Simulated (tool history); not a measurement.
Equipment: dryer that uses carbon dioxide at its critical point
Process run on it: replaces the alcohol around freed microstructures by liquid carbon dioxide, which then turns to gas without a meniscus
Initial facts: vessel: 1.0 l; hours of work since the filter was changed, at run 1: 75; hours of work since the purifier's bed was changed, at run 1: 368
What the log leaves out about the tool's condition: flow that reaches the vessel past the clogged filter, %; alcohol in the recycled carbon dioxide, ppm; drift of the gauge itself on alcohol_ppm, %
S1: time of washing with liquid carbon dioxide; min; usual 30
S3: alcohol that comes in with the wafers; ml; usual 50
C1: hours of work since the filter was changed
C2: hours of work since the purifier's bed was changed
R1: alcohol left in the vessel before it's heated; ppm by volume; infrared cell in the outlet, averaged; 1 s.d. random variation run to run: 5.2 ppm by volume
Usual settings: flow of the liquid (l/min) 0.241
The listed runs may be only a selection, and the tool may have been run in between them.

run 1 hour=0.0 | S1=30 flow_of_the_liquid_(l/min)=0.241 S3=50 | C1=75 C2=368 | R1=144
run 2 hour=45.0 | S1=30 flow_of_the_liquid_(l/min)=0.241 S3=50 | C1=100 C2=392 | R1=152
run 3 hour=102.6 | S1=30 flow_of_the_liquid_(l/min)=0.241 S3=50 | C1=131 C2=424 | R1=167
run 4 hour=158.7 | S1=30 flow_of_the_liquid_(l/min)=0.241 S3=50 | C1=162 C2=454 | R1=156
run 5 hour=222.6 | S1=30 flow_of_the_liquid_(l/min)=0.241 S3=50 | C1=196 C2=489 | R1=187
run 6 hour=281.2 | S1=30 flow_of_the_liquid_(l/min)=0.241 S3=50 | C1=228 C2=521 | R1=195
run 7 hour=339.8 | S1=30 flow_of_the_liquid_(l/min)=0.241 S3=50 | C1=260 C2=553 | R1=196
run 8 hour=401.1 | S1=30 flow_of_the_liquid_(l/min)=0.241 S3=50 | C1=294 C2=586 | R1=195
run 9 hour=455.7 | S1=30 flow_of_the_liquid_(l/min)=0.241 S3=50 | C1=323 C2=616 | R1=199
run 10 hour=518.1 | S1=30 flow_of_the_liquid_(l/min)=0.241 S3=30 | C1=357 C2=650 | R1=162
run 11 hour=574.9 | S1=30 flow_of_the_liquid_(l/min)=0.241 S3=32 | C1=388 C2=681 | R1=173
run 12 hour=603.2 | S1=30 flow_of_the_liquid_(l/min)=0.241 S3=32 | C1=404 C2=697 | R1=180
run 13 hour=665.7 | S1=48 flow_of_the_liquid_(l/min)=0.241 S3=32 | C1=438 C2=731 | R1=93
run 14 hour=730.1 | S1=48 flow_of_the_liquid_(l/min)=0.241 S3=32 | C1=473 C2=766 | R1=101
run 15 hour=765.1 | S1=48 flow_of_the_liquid_(l/min)=0.241 S3=32 | C1=492 C2=785 | R1=98
run 16 hour=794.4 | S1=30 flow_of_the_liquid_(l/min)=0.213 S3=50 | C1=508 C2=801 | R1=418
run 17 hour=836.5 | S1=30 flow_of_the_liquid_(l/min)=0.190 S3=50 | C1=531 C2=824 | R1=657
-- hour=869.3 inlet filter changed
run 18 hour=877.0 | S1=30 flow_of_the_liquid_(l/min)=0.190 S3=50 | C1=4 C2=845 | R1=488
run 19 hour=917.8 | S1=30 flow_of_the_liquid_(l/min)=0.173 S3=50 | C1=26 C2=868 | R1=703
run 20 hour=974.2 | S1=30 flow_of_the_liquid_(l/min)=0.379 S3=52 | C1=57 C2=898 | R1=102
run 21 hour=1024.9 | S1=30 flow_of_the_liquid_(l/min)=0.241 S3=31 | C1=85 C2=926 | R1=183
run 22 hour=1079.4 | S1=30 flow_of_the_liquid_(l/min)=0.252 S3=83 | C1=115 C2=956 | R1=256
run 23 hour=1134.2 | S1=30 flow_of_the_liquid_(l/min)=0.252 S3=83 | C1=144 C2=986 | R1=261
run 24 hour=1196.6 | S1=44 flow_of_the_liquid_(l/min)=0.266 S3=45 | C1=178 C2=1020 | R1=126
run 25 hour=1227.5 | S1=44 flow_of_the_liquid_(l/min)=0.266 S3=45 | C1=195 C2=1036 | R1=144
run 26 hour=1268.5 | S1=43 flow_of_the_liquid_(l/min)=0.241 S3=58 | C1=218 C2=1059 | R1=141
run 27 hour=1327.4 | S1=43 flow_of_the_liquid_(l/min)=0.241 S3=58 | C1=250 C2=1091 | R1=136
run 28 hour=1360.3 | S1=30 flow_of_the_liquid_(l/min)=0.241 S3=24 | C1=268 C2=1109 | R1=192
run 29 hour=1417.7 | S1=30 flow_of_the_liquid_(l/min)=0.241 S3=39 | C1=299 C2=1140 | R1=251
run 30 hour=1477.0 | S1=30 flow_of_the_liquid_(l/min)=0.241 S3=120 | C1=331 C2=1172 | R1=461
run 31 hour=1512.2 | S1=30 flow_of_the_liquid_(l/min)=0.368 S3=25 | C1=350 C2=1192 | R1=147
run 32 hour=1569.2 | S1=34 flow_of_the_liquid_(l/min)=0.276 S3=25 | C1=382 C2=1223 | R1=155
run 33 hour=1610.7 | S1=34 flow_of_the_liquid_(l/min)=0.276 S3=48 | C1=404 C2=1245 | R1=167
run 34 hour=1676.2 | S1=20 flow_of_the_liquid_(l/min)=0.225 S3=42 | C1=440 C2=1281 | R1=1274
run 35 hour=1731.5 | S1=30 flow_of_the_liquid_(l/min)=0.161 S3=50 | C1=470 C2=1311 | R1=1287
run 36 hour=1759.0 | S1=30 flow_of_the_liquid_(l/min)=0.161 S3=50 | C1=485 C2=1326 | R1=1303
run 37 hour=1812.4 | S1=30 flow_of_the_liquid_(l/min)=0.161 S3=23 | C1=514 C2=1355 | R1=666

Some steps in R1, run to run, broken into two amounts with sign: the step expected even without the hidden condition (settings, incoming material, random variation), and the rest, left for the hidden condition together with whatever gauge scatter is not in both the measured and the hidden-condition-free result:
Run 17 -> 18: inlet filter changed. R1 -169 ppm by volume: hidden state -180, all else +11.
Run 19 -> 20: flow of the liquid (l/min) 0.173 -> 0.379, S3 50 -> 52. R1 -601 ppm by volume: hidden state -28, all else -573.
Run 33 -> 34: S1 34 -> 20, flow of the liquid (l/min) 0.276 -> 0.225, S3 48 -> 42. R1 +1107 ppm by volume: hidden state +301, all else +806.
Run 36 -> 37: S3 50 -> 23. R1 -637 ppm by volume: hidden state -187, all else -450.
